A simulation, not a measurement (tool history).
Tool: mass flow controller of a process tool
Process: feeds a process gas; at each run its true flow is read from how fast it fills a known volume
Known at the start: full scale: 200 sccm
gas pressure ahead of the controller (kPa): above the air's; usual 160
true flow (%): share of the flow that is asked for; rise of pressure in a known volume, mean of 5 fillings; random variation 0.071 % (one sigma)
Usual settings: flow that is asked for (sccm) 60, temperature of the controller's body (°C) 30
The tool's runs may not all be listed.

run,hour,flow that is asked for (sccm),gas pressure ahead of the controller (kPa),temperature of the controller's body (°C),true flow (%)
1,0.0,60,160,30,99.31
2,107.2,60,160,30,99.13
3,213.1,60,160,24,98.64
4,269.3,60,160,30,99.11
# hour 275.9: controller's zero set anew
5,332.7,60,160,30,98.80
6,435.7,60,160,30,98.75
7,489.8,122,207,34,99.63

Run 8 comes next. What will it give?
8,544.3,131,157,23,?

true flow (%): 98.92
Without the tool's hidden state the same run would have given true flow (%) 99.79.

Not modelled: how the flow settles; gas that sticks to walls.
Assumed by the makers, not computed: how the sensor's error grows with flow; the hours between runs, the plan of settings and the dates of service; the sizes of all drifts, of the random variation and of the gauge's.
